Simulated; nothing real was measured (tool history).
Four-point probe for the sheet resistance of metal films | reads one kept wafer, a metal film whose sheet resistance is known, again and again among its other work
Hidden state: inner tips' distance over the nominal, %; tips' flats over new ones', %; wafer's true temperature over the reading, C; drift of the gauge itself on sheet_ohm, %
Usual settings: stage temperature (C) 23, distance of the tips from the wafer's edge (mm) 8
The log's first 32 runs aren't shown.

| run | hour | stage temperature (C) | distance of the tips from the wafer's edge (mm) | touches since the probe head was changed | hours of work since the stage's thermometer was calibrated | sheet resistance as the instrument gives it (ohm/square) |
|---|---|---|---|---|---|---|
| 33 | 411.0 | 34 | 13 | 47925 | 22 | 1.958242 |
| 34 | 427.9 | 34 | 13 | 48713 | 33 | 1.959241 |
| 35 | 439.4 | 25 | 13 | 49252 | 41 | 1.965774 |
| 36 | 456.9 | 23 | 34 | 50068 | 53 | 1.958900 |
| 37 | 468.8 | 35 | 12 | 50621 | 61 | 1.960819 |
| 38 | 481.4 | 31 | 6 | 51210 | 70 | 1.997080 |
| 39 | 491.9 | 31 | 6 | 51700 | 77 | 1.997424 |
| 40 | 507.6 | 31 | 6 | 52431 | 88 | 1.996935 |
| 41 | 517.5 | 31 | 6 | 52892 | 95 | 1.997449 |
| 42 | 525.4 | 27 | 21 | 53262 | 100 | 1.957761 |
| 43 | 541.7 | 27 | 21 | 54021 | 111 | 1.959122 |
| 44 | 556.8 | 27 | 21 | 54723 | 122 | 1.958427 |
| 45 | 567.6 | 26 | 42 | 55230 | 129 | 1.956744 |
| 46 | 582.0 | 26 | 42 | 55901 | 139 | 1.956636 |

Forecast each of these 3 alternatives for the next run:
| A | 594.9 | 23 | 23 | 56502 | 148 | ? |
| B | 594.9 | 26 | 5 | 56502 | 148 | ? |
| C | 594.9 | 21 | 46 | 56502 | 148 | ? |

| run | sheet resistance as the instrument gives it (ohm/square) |
|---|---|
| A | 1.960969 |
| B | 2.021165 |
| C | 1.960353 |
Without the tool's hidden state the same runs would have given:
| run | sheet resistance as the instrument gives it (ohm/square) |
|---|---|
| A | 1.955811 |
| B | 2.015862 |
| C | 1.955195 |
